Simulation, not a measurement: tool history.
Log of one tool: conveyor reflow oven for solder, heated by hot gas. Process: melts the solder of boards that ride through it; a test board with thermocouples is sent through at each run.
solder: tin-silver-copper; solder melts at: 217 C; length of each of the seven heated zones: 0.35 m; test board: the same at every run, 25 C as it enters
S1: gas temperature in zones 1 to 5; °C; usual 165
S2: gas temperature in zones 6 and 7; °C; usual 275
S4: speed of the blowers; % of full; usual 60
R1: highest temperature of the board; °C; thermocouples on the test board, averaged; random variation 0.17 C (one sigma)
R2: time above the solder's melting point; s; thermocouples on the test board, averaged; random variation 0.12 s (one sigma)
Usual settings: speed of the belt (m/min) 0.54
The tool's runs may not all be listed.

Run 1, hour 0: usual settings. Result: R1 257.1 °C, R2 59 s.
Run 2, hour 24.7: usual settings. Result: R1 256.7 °C, R2 59 s.
Run 3, hour 47.8: usual settings. Result: R1 256.9 °C, R2 59 s.
Run 4, hour 65.8: usual settings but S1 166 °C. Result: R1 256.4 °C, R2 59.2 s.
Run 5, hour 104.5: usual settings but S1 166 °C. Result: R1 256.7 °C, R2 59.3 s.
At hour 125.6: flux residue cleaned out of gas plates and filters.
Run 6, hour 127.3: usual settings but speed of the belt (m/min) 0.467. Result: R1 260.6 °C, R2 72.2 s.
Run 7, hour 152.3: usual settings. Result: R1 255.7 °C, R2 58.3 s.
Run 8, hour 189.9: usual settings. Result: R1 255.3 °C, R2 58.2 s.
At hour 203.3: flux residue cleaned out of gas plates and filters, once more.
Run 9, hour 217.5: usual settings. Result: R1 257.1 °C, R2 59.5 s.
Run 10, hour 258.4: usual settings. Result: R1 257 °C, R2 59.6 s.
At hour 282.9: thermocouples of zones 6 and 7 changed.
Run 11, hour 295.4: usual settings. Result: R1 259.3 °C, R2 60.8 s.
Run 12, hour 324.9: usual settings. Result: R1 259.1 °C, R2 61.1 s.
Run 13, hour 351: usual settings but S1 164 °C, S4 54 % of full. Result: R1 256.8 °C, R2 58.4 s.
Run 14, hour 390.8: usual settings but S1 155 °C, S4 54 % of full. Result: R1 254.9 °C, R2 54.7 s.
Run 15, hour 428.2: usual settings but S1 159 °C, S4 54 % of full. Result: R1 255.6 °C, R2 56.5 s.
Run 16, hour 457: usual settings but S1 159 °C, S4 54 % of full. Result: R1 255.8 °C, R2 56.2 s.
Run 17, hour 486.9: usual settings but S1 179 °C, S2 271 °C, S4 54 % of full. Result: R1 255.3 °C, R2 63.1 s.
Run 18, hour 513.9: usual settings but S1 179 °C, S2 271 °C, S4 54 % of full. Result: R1 255.6 °C, R2 63.1 s.
Run 19, hour 537.8: usual settings but S2 264 °C. Result: R1 248.5 °C, R2 53.7 s.
Run 20, hour 558.5: usual settings but S1 158 °C, S2 264 °C. Result: R1 247.5 °C, R2 50.5 s.
At hour 584.2: flux residue cleaned out of gas plates and filters.
Run 21, hour 599.9: usual settings but S1 158 °C, S2 264 °C. Result: R1 248.2 °C, R2 51 s.
Run 22, hour 633.6: usual settings but S1 179 °C, S2 283 °C, speed of the belt (m/min) 0.578, S4 71 % of full. Result: R1 269.5 °C, R2 66.9 s.
Run 23, hour 672.4: usual settings but S1 179 °C, S2 283 °C, speed of the belt (m/min) 0.578, S4 81 % of full. Result: R1 271.7 °C, R2 67.8 s.

5 ways to go on from here, each from the tool as it stands after run 23. What would each give?
Run A, hour 695.3: usual settings but S1 179 °C, S2 283 °C, speed of the belt (m/min) 0.437, S4 81 % of full. Result: R1 ?, R2 ?.
Run B, hour 695.3: usual settings but S1 179 °C, S2 283 °C, speed of the belt (m/min) 0.549, S4 81 % of full. Result: R1 ?, R2 ?.
Run C, hour 695.3: usual settings but S2 270 °C. Result: R1 ?, R2 ?.
Run D, hour 695.3: usual settings but S1 177 °C, speed of the belt (m/min) 0.461, S4 67 % of full. Result: R1 ?, R2 ?.
Run E, hour 695.3: usual settings but S1 179 °C, speed of the belt (m/min) 0.436, S4 59 % of full. Result: R1 ?, R2 ?.

run     R1    R2
  A  277.8  93.2
  B  272.8  72.4
  C  254.3  58.5
  D  266.6  82.5
  E  266.2    88
Without the tool's hidden state the same runs would have given:
run     R1    R2
  A  277.8  91.2
  B  272.7  70.9
  C  254.1  57.1
  D  266.4  80.8
  E    266  86.1

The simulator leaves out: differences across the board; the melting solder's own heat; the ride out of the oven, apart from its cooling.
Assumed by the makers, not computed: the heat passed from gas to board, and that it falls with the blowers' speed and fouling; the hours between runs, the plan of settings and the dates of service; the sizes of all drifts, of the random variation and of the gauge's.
